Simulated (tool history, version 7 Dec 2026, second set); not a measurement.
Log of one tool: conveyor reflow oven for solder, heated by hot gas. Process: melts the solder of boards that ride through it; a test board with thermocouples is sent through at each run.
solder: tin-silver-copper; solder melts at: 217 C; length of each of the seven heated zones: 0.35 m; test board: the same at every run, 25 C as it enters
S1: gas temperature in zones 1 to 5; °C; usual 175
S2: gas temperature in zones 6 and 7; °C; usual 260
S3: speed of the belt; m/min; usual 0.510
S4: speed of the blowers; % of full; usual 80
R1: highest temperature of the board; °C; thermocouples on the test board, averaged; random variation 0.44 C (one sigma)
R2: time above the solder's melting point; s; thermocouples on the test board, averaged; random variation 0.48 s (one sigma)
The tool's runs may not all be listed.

Run 1, hour 0.0: usual settings. Result: R1 246.0 °C, R2 58.1 s.
Run 2, hour 6.5: usual settings. Result: R1 245.5 °C, R2 57.5 s.
Run 3, hour 10.3: usual settings. Result: R1 245.5 °C, R2 57.4 s.
Run 4, hour 17.0: usual settings. Result: R1 246.2 °C, R2 56.9 s.
Run 5, hour 26.0: usual settings but S1 173 °C. Result: R1 245.3 °C, R2 56.9 s.
Run 6, hour 30.9: usual settings but S1 173 °C. Result: R1 246.4 °C, R2 55.7 s.
Run 7, hour 39.3: usual settings but S1 173 °C. Result: R1 244.8 °C, R2 56.0 s.
At hour 43.9: belt drive overhauled, speed set with a stopwatch.
Run 8, hour 49.7: usual settings but S1 173 °C. Result: R1 245.5 °C, R2 56.5 s.
Run 9, hour 55.7: usual settings but S1 173 °C. Result: R1 244.7 °C, R2 56.4 s.
Run 10, hour 63.0: usual settings but S2 257 °C, S3 0.528 m/min. Result: R1 242.1 °C, R2 51.9 s.
Run 11, hour 67.3: usual settings but S2 273 °C, S3 0.516 m/min. Result: R1 256.7 °C, R2 64.5 s.
Run 12, hour 75.8: usual settings but S2 273 °C, S3 0.516 m/min, S4 73 % of full. Result: R1 255.0 °C, R2 63.1 s.
At hour 86.7: belt drive overhauled, speed set with a stopwatch, once more.
Run 13, hour 87.0: usual settings but S1 183 °C, S2 249 °C. Result: R1 236.9 °C, R2 52.2 s.
Run 14, hour 95.7: usual settings but S1 172 °C, S2 271 °C. Result: R1 253.2 °C, R2 62.3 s.
Run 15, hour 102.0: usual settings but S1 182 °C, S2 271 °C. Result: R1 256.2 °C, R2 67.6 s.

Forecast run 16:
Run 16, hour 106.0: usual settings but S1 171 °C, S2 262 °C. Result: R1 ?, R2 ?.

R1: 245.7 °C
R2: 55.3 s
Without the tool's hidden state the same run would have given R1 247.6 °C, R2 57.7 s.
